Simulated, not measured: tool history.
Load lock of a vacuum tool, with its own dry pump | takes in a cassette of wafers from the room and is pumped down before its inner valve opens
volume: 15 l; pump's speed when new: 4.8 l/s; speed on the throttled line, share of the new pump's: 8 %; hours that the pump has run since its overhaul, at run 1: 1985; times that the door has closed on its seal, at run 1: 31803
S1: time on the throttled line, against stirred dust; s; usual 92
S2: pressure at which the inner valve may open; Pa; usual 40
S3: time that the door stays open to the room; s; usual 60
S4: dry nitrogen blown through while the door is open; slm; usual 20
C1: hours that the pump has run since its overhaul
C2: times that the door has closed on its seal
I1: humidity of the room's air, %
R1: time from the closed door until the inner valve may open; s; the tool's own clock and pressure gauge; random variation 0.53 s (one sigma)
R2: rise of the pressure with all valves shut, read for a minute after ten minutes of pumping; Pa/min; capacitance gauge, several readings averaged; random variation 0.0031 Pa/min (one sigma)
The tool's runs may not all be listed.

Run 1, day 0.000: usual settings; C1 1985; C2 31803; I1 45.2. Result: R1 109.2 s, R2 0.069 Pa/min.
Run 2, day 13.196: usual settings but S3 124 s; C1 2301; C2 32406; I1 43.5. Result: R1 109.3 s, R2 0.086 Pa/min.
Run 3, day 26.267: usual settings but S1 57 s; C1 2615; C2 33003; I1 45.7. Result: R1 77.1 s, R2 0.078 Pa/min.
Run 4, day 38.967: usual settings; C1 2920; C2 33583; I1 46.1. Result: R1 108.6 s, R2 0.078 Pa/min.
Run 5, day 50.821: usual settings but S3 85 s; C1 3204; C2 34125; I1 44.5. Result: R1 108.7 s, R2 0.078 Pa/min.
Run 6, day 67.746: usual settings but S3 85 s; C1 3610; C2 34898; I1 46.9. Result: R1 107.7 s, R2 0.089 Pa/min.
Run 7, day 81.092: usual settings but S3 127 s; C1 3931; C2 35508; I1 44.8. Result: R1 107.7 s, R2 0.089 Pa/min.
Run 8, day 98.596: usual settings but S1 96 s, S3 127 s; C1 4351; C2 36308; I1 44.8. Result: R1 113.0 s, R2 0.090 Pa/min.
Run 9, day 112.583: usual settings; C1 4687; C2 36947; I1 41.9. Result: R1 108.8 s, R2 0.070 Pa/min.
Run 10, day 124.950: usual settings; C1 4983; C2 37512; I1 45.7. Result: R1 108.7 s, R2 0.078 Pa/min.
Run 11, day 137.667: usual settings; C1 5288; C2 38093; I1 44.8. Result: R1 108.0 s, R2 0.075 Pa/min.
Run 12, day 152.562: usual settings; C1 5646; C2 38774; I1 46.2. Result: R1 109.6 s, R2 0.074 Pa/min.

Forecast run 13:
Run 13, day 161.508: usual settings; C1 5861; C2 39183; I1 44.8. Result: R1 ?, R2 ?.

Run 13 gave R1 108.4 s, R2 0.072 Pa/min.
Without the tool's hidden state the same run would have given R1 108.4 s, R2 0.071 Pa/min.

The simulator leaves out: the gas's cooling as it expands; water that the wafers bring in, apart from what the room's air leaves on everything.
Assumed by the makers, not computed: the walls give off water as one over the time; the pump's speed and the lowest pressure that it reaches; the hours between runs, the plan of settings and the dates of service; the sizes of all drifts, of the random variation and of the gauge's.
